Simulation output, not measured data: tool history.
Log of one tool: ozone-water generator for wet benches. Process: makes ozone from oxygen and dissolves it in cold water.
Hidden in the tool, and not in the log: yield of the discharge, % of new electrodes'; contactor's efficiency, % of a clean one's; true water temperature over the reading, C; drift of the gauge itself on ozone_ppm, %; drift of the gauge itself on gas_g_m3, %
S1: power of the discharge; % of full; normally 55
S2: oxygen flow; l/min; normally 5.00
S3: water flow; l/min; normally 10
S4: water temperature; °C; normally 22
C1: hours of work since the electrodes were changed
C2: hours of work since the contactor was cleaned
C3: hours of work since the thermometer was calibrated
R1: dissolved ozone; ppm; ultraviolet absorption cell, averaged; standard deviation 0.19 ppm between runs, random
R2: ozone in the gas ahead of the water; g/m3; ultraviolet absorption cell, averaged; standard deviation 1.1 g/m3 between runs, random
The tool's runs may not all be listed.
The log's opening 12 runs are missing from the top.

run,day,S1,S2,S3,S4,C1,C2,C3,R1,R2
13,77.542,55,5.00,10,25,8778,2986,1638,21.4,170.5
# day 81.262: contactor cleaned
14,84.846,55,5.00,10,25,8939,81,1799,22.3,171.0
15,93.088,55,5.00,10,23,9125,267,1985,22.9,170.1
16,97.854,55,5.00,10,23,9232,374,2092,22.7,171.3
17,104.088,55,5.00,10,23,9373,515,2233,22.7,170.2
18,108.092,55,5.00,10,23,9463,605,2323,22.8,170.2
19,114.821,55,5.00,10,23,9615,757,2475,22.6,168.6
20,119.583,55,5.00,10,23,9723,864,2582,22.8,169.3
# day 122.171: electrodes of the discharge changed
21,128.179,55,5.00,10,23,135,1053,2770,26.5,198.0
22,131.862,55,5.00,10,23,219,1136,2853,26.4,195.9
23,138.288,55,5.00,10,14,364,1281,2998,31.3,197.3
24,143.396,55,2.86,13,27,479,1396,3114,19.0,238.4
25,151.562,55,4.86,10,22,663,1580,3298,26.5,198.5
26,158.146,55,4.86,10,22,811,1728,3446,26.9,198.5
27,166.150,55,7.99,10,19,992,1909,3627,28.2,168.8
28,173.146,55,5.00,10,29,1150,2067,3785,22.8,196.0
29,181.033,99,5.00,13,19,1328,2245,3963,38.1,324.8
30,187.262,66,5.00,9,22,1468,2385,4103,32.8,229.0
31,190.821,55,3.92,9,26,1548,2465,4183,25.6,211.3
32,198.733,56,3.85,7,25,1727,2644,4362,30.9,213.6
33,205.104,73,7.19,9,26,1870,2787,4505,31.9,221.3

Consider 3 possible next runs. They are alternatives, not a sequence: every one starts from the tool as it was left by run 33. What does each give?
A,212.071,73,3.84,9,20,2028,2945,4662,?,?
B,212.071,55,5.00,10,15,2028,2945,4662,?,?
C,212.071,46,4.84,16,26,2028,2945,4662,?,?

run,R1,R2
A,36.4,269.5
B,29.6,193.2
C,14.2,166.7
Without the tool's unlogged condition, the same runs would have read:
run,R1,R2
A,39.5,282.6
B,31.8,200.3
C,15.3,171.7

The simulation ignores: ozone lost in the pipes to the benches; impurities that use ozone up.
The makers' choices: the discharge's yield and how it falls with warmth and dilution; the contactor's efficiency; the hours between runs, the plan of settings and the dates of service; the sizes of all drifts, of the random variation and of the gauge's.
